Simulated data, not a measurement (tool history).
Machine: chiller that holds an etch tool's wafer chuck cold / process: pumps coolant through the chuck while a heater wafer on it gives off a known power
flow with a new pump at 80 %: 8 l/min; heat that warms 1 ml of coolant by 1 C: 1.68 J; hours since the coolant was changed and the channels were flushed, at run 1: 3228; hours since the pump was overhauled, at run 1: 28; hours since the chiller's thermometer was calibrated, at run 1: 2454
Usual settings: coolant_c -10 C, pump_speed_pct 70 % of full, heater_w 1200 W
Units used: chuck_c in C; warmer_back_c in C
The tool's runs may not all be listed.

run	hour	coolant_c	pump_speed_pct	heater_w	hours since the coolant was changed and the channels were flushed	hours since the pump was overhauled	hours since the chiller's thermometer was calibrated	chuck_c	warmer_back_c
1	0.0	-10	70	1200	3228	28	2454	3.4	6.22
2	116.5	-10	70	1200	3345	144	2570	3.4	6.27
3	260.0	-10	70	1200	3488	288	2714	3.6	6.30
4	436.1	-10	70	1200	3664	464	2890	3.8	6.22
5	604.8	-14	70	1200	3833	632	3059	-0.2	6.24
6	733.3	-14	70	1200	3962	761	3187	0.0	6.35
7	869.1	-14	70	1200	4097	897	3323	-0.1	6.43
8	994.3	-14	70	1200	4223	1022	3448	0.2	6.36
9	1096.4	-14	70	1200	4325	1124	3550	0.1	6.39
10	1189.4	-14	70	1200	4418	1217	3643	0.0	6.42
11	1300.2	-14	70	1200	4528	1328	3754	0.3	6.39
12	1398.2	-14	70	1200	4626	1426	3852	0.5	6.39
13	1560.9	-14	70	1200	4789	1588	4015	0.6	6.43
14	1722.1	-10	82	1200	4950	1750	4176	2.7	5.36
# hour 1831.1: coolant changed, channels flushed
15	1902.2	-10	70	865	71	1924	4350	-0.8	4.57
16	2013.5	-2	70	865	182	2035	4461	7.1	4.62
17	2184.1	-7	79	865	353	2206	4632	1.3	3.99
# hour 2200.6: coolant pump overhauled
18	2309.4	-7	79	1791	473	109	4752	10.2	8.48
19	2451.6	-5	64	781	615	251	4894	4.4	4.61
20	2531.0	-5	64	796	695	330	4974	4.6	4.78
21	2680.2	-5	64	796	844	480	5123	4.7	4.85
# hour 2694.3: coolant pump overhauled, once more
22	2804.0	-5	64	796	963	110	5242	4.2	4.59
23	2941.7	-5	64	796	1101	247	5380	4.3	4.57
# hour 3013.1: chiller's thermometer calibrated
24	3071.1	-19	91	1597	1229	376	58	-6.5	6.20
25	3164.4	-15	66	741	1322	469	151	-7.0	4.10
26	3308.5	-19	66	651	1466	613	295	-11.8	3.61
27	3435.3	-19	66	651	1593	740	422	-11.8	3.63
28	3545.9	-10	69	1684	1704	851	533	7.9	8.93
29	3648.1	-10	62	1392	1806	953	635	6.3	8.38
30	3728.4	-10	68	670	1886	1033	715	-2.7	3.66
31	3842.4	-10	68	1581	2000	1147	829	7.4	8.59

For each run, the measured value with the value that run would have given without the tool's hidden condition subtracted. The run-to-run variation is shared by both, the gauge scatter possibly not:
Hidden state present: heat passed by the chuck's channels, % of clean ones'; flow at a given pump speed, % of a new pump's; coolant's true temperature over the reading, C; drift of the gauge itself on chuck_c, C; drift of the gauge itself on warmer_back_c, C.
run	chuck_c	warmer_back_c
1	+1.5	+0.01
2	+1.6	+0.02
3	+1.7	+0.03
4	+1.8	+0.05
5	+2.0	+0.07
6	+2.0	+0.07
7	+2.1	+0.09
8	+2.2	+0.10
9	+2.3	+0.11
10	+2.3	+0.12
11	+2.5	+0.13
12	+2.6	+0.14
13	+2.6	+0.15
14	+2.5	+0.14
15	+0.7	+0.13
16	+0.8	+0.14
17	+0.9	+0.13
18	+1.3	+0.35
19	+1.0	+0.20
20	+1.1	+0.21
21	+1.1	+0.23
22	+0.8	-0.01
23	+0.9	-0.01
24	+0.4	+0.01
25	+0.3	+0.01
26	+0.3	+0.02
27	+0.4	+0.02
28	+1.0	+0.07
29	+1.0	+0.08
30	+0.5	+0.04
31	+1.2	+0.10
